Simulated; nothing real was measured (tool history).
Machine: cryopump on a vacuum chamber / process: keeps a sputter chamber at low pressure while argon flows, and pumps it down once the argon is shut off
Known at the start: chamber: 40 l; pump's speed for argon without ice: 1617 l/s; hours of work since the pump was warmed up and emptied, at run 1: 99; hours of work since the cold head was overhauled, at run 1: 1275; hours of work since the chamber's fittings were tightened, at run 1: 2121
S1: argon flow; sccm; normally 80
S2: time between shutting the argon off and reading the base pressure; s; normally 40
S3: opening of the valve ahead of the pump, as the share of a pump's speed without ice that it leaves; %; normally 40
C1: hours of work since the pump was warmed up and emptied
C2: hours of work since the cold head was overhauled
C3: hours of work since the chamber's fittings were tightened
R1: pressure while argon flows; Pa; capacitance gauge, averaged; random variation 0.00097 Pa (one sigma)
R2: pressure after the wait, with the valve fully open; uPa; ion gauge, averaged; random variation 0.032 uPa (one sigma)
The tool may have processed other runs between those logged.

| run | hour | S1 | S2 | S3 | C1 | C2 | C3 | R1 | R2 |
|---|---|---|---|---|---|---|---|---|---|
| 1 | 0 | 80 | 40 | 40 | 99 | 1275 | 2121 | 0.2131 | 1.98 |
| 2 | 36.7 | 80 | 40 | 57 | 131 | 1307 | 2152 | 0.1508 | 2.06 |
| 3 | 83.5 | 80 | 40 | 57 | 171 | 1347 | 2192 | 0.1517 | 2.11 |
| 4 | 119.8 | 80 | 40 | 57 | 202 | 1378 | 2224 | 0.1535 | 2.09 |
| 5 | 183.6 | 45 | 40 | 57 | 257 | 1433 | 2278 | 0.0875 | 2.08 |
| 6 | 245.8 | 80 | 175 | 40 | 310 | 1487 | 2332 | 0.2199 | 0.94 |
| 7 | 307.7 | 80 | 175 | 40 | 364 | 1540 | 2385 | 0.2192 | 0.99 |
| 8 | 345.9 | 80 | 40 | 27 | 396 | 1572 | 2418 | 0.3219 | 2.04 |
| 9 | 386 | 80 | 40 | 40 | 431 | 1607 | 2452 | 0.2199 | 2.16 |
| 10 | 424.4 | 80 | 40 | 40 | 464 | 1640 | 2485 | 0.2231 | 2.12 |
| 11 | 483.3 | 80 | 40 | 40 | 514 | 1690 | 2536 | 0.2238 | 2.21 |
| 12 | 515.3 | 80 | 40 | 40 | 542 | 1718 | 2563 | 0.2257 | 2.19 |
| 13 | 563.3 | 80 | 40 | 40 | 583 | 1759 | 2605 | 0.226 | 2.16 |
| 14 | 623.5 | 80 | 40 | 24 | 635 | 1811 | 2656 | 0.3674 | 2.29 |
| 15 | 695.6 | 80 | 189 | 40 | 697 | 1873 | 2718 | 0.2311 | 1.07 |
| 16 | 744.9 | 80 | 189 | 40 | 739 | 1915 | 2761 | 0.2311 | 1.08 |
| 17 | 806.5 | 80 | 189 | 40 | 792 | 1968 | 2813 | 0.2344 | 1.12 |
| 18 | 841.4 | 80 | 40 | 40 | 822 | 1998 | 2843 | 0.2359 | 2.22 |
| 19 | 886.3 | 80 | 40 | 40 | 861 | 2037 | 2882 | 0.2353 | 2.24 |
| 20 | 950.5 | 80 | 109 | 40 | 916 | 2092 | 2937 | 0.2374 | 1.46 |
| 21 | 991.1 | 54 | 39 | 60 | 951 | 2127 | 2972 | 0.1149 | 2.36 |
| 22 | 1065.9 | 73 | 22 | 40 | 1015 | 2191 | 3036 | 0.2195 | 3.62 |
| 23 | 1124.9 | 57 | 31 | 16 | 1066 | 2242 | 3087 | 0.3969 | 2.85 |
| 24 | 1162.8 | 60 | 258 | 18 | 1098 | 2274 | 3119 | 0.374 | 1.21 |
|  | 1214.6 | pump warmed up, emptied and cooled again |
| 25 | 1215.8 | 60 | 258 | 18 | 1 | 2315 | 3161 | 0.3515 | 0.99 |
| 26 | 1269.6 | 60 | 258 | 18 | 47 | 2362 | 3207 | 0.3499 | 0.96 |
| 27 | 1334.8 | 60 | 258 | 18 | 103 | 2418 | 3263 | 0.3531 | 0.99 |
| 28 | 1407.9 | 80 | 55 | 40 | 166 | 2480 | 3326 | 0.2155 | 1.88 |
| 29 | 1469.7 | 79 | 116 | 22 | 219 | 2534 | 3379 | 0.3869 | 1.32 |
| 30 | 1535.6 | 79 | 116 | 22 | 276 | 2590 | 3435 | 0.3863 | 1.31 |
| 31 | 1570.2 | 79 | 116 | 22 | 305 | 2620 | 3465 | 0.3844 | 1.35 |
| 32 | 1643.3 | 79 | 116 | 22 | 368 | 2683 | 3528 | 0.3861 | 1.41 |
| 33 | 1708.8 | 59 | 51 | 46 | 424 | 2739 | 3584 | 0.1442 | 2.07 |
| 34 | 1766.3 | 86 | 28 | 42 | 474 | 2788 | 3634 | 0.2316 | 2.95 |
| 35 | 1816.8 | 86 | 28 | 42 | 517 | 2832 | 3677 | 0.2323 | 3.03 |

Run by run, hidden condition taken away, random variation retained:
What the log doesn't record here: pump's speed, % of a pump's without ice; cold plate's temperature, K; leak into the chamber, uPa l/s; drift of the gauge itself on working_pa, %; drift of the gauge itself on base_upa, %.
| run | R1 | R2 |
|---|---|---|
| 1 | 0.2086 | 1.63 |
| 2 | 0.1456 | 1.69 |
| 3 | 0.1455 | 1.72 |
| 4 | 0.1465 | 1.69 |
| 5 | 0.0827 | 1.67 |
| 6 | 0.21 | 0.51 |
| 7 | 0.2079 | 0.55 |
| 8 | 0.3098 | 1.59 |
| 9 | 0.2069 | 1.68 |
| 10 | 0.209 | 1.64 |
| 11 | 0.2082 | 1.7 |
| 12 | 0.2093 | 1.67 |
| 13 | 0.2083 | 1.63 |
| 14 | 0.3483 | 1.73 |
| 15 | 0.2098 | 0.49 |
| 16 | 0.2084 | 0.49 |
| 17 | 0.2099 | 0.5 |
| 18 | 0.2103 | 1.59 |
| 19 | 0.2083 | 1.59 |
| 20 | 0.2083 | 0.75 |
| 21 | 0.0943 | 1.67 |
| 22 | 0.1894 | 2.88 |
| 23 | 0.3718 | 2.08 |
| 24 | 0.3466 | 0.41 |
| 25 | 0.349 | 0.45 |
| 26 | 0.3466 | 0.4 |
| 27 | 0.3488 | 0.42 |
| 28 | 0.2081 | 1.29 |
| 29 | 0.3781 | 0.71 |
| 30 | 0.3761 | 0.69 |
| 31 | 0.3734 | 0.7 |
| 32 | 0.3734 | 0.73 |
| 33 | 0.1335 | 1.36 |
| 34 | 0.2144 | 2.25 |
| 35 | 0.2137 | 2.29 |
